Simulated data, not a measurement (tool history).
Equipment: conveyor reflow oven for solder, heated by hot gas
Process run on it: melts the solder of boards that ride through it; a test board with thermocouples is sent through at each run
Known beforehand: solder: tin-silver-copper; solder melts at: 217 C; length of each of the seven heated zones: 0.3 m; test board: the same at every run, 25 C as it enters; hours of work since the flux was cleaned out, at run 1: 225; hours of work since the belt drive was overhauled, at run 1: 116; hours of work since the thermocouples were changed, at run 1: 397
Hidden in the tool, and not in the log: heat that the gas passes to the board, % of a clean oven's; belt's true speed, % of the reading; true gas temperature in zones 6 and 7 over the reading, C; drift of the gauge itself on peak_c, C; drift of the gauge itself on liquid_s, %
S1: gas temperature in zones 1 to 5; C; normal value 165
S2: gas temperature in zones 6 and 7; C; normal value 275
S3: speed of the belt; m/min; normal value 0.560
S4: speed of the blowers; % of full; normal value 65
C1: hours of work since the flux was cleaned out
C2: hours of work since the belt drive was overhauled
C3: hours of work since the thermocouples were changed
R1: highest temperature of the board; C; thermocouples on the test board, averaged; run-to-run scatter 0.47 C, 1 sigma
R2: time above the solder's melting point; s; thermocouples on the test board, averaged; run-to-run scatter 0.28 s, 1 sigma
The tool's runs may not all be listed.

run	day	S1	S2	S3	S4	C1	C2	C3	R1	R2
1	0.000	165	275	0.560	65	225	116	397	251.0	43.4
2	0.800	165	275	0.482	65	235	125	406	256.1	56.2
3	1.450	165	275	0.482	65	242	133	414	256.8	55.8
4	2.100	165	275	0.482	65	250	141	422	256.5	56.0
5	3.067	165	275	0.482	65	261	152	433	255.8	55.4
6	3.717	165	275	0.482	65	269	160	441	255.8	55.8
7	4.538	165	275	0.482	65	279	170	451	255.9	56.2
8	4.979	165	275	0.560	82	284	175	456	255.7	46.8
9	5.704	165	275	0.560	82	293	183	464	254.4	47.1
10	6.496	165	275	0.560	82	302	193	474	254.9	47.3
# day 7.296: flux residue cleaned out of gas plates and filters
11	7.475	165	270	0.560	65	2	202	483	247.8	42.1
12	8.450	165	270	0.506	65	14	214	494	252.1	49.8
13	9.100	165	270	0.506	65	21	221	502	252.3	50.0
14	9.833	165	270	0.506	65	30	230	511	250.6	50.3
15	10.629	165	288	0.560	65	40	239	520	262.5	51.3
16	11.200	165	275	0.560	65	46	246	527	251.2	44.4
17	11.688	165	269	0.560	63	52	252	533	245.9	41.0
18	12.292	171	282	0.555	65	59	259	540	258.8	51.1
19	13.138	176	287	0.555	70	69	269	550	265.3	55.9
20	13.688	165	275	0.560	84	76	276	556	257.1	48.4
21	14.162	165	275	0.560	84	81	281	562	257.4	48.3
22	14.958	155	275	0.606	84	91	291	572	251.5	39.3
23	15.558	155	275	0.606	84	98	298	579	251.4	39.4
24	16.408	155	275	0.606	84	108	308	589	251.2	39.2
25	17.150	155	275	0.606	84	117	317	598	251.5	38.9
26	17.696	164	279	0.482	60	123	323	604	259.1	56.5
27	18.600	169	280	0.653	66	134	334	615	250.1	36.4
28	19.188	156	280	0.515	78	141	341	622	259.8	53.0
29	19.742	153	275	0.560	65	148	347	628	248.4	39.6
30	20.267	157	272	0.554	65	154	354	634	247.3	39.9
31	20.708	157	272	0.554	65	159	359	640	246.9	39.8

Difference, measured minus no-hidden-state, one row per run. Run-to-run variation is common to both terms; the gauge's own scatter need not be:
run	R1	R2
1	-2.7	-1.9
2	-2.6	-1.7
3	-2.7	-1.7
4	-2.7	-1.8
5	-2.8	-1.8
6	-3.0	-1.8
7	-3.0	-1.9
8	-3.5	-2.0
9	-3.5	-2.0
10	-3.6	-2.0
11	-1.8	-1.0
12	-1.9	-1.0
13	-2.0	-1.1
14	-2.1	-1.2
15	-2.1	-0.8
16	-2.2	-1.2
17	-2.2	-1.4
18	-2.3	-0.9
19	-2.4	-0.7
20	-2.6	-1.1
21	-2.7	-1.1
22	-2.8	-1.5
23	-2.9	-1.5
24	-3.1	-1.6
25	-3.1	-1.6
26	-2.8	-1.2
27	-3.0	-1.6
28	-3.3	-1.4
29	-3.2	-2.0
30	-3.2	-2.1
31	-3.2	-2.2
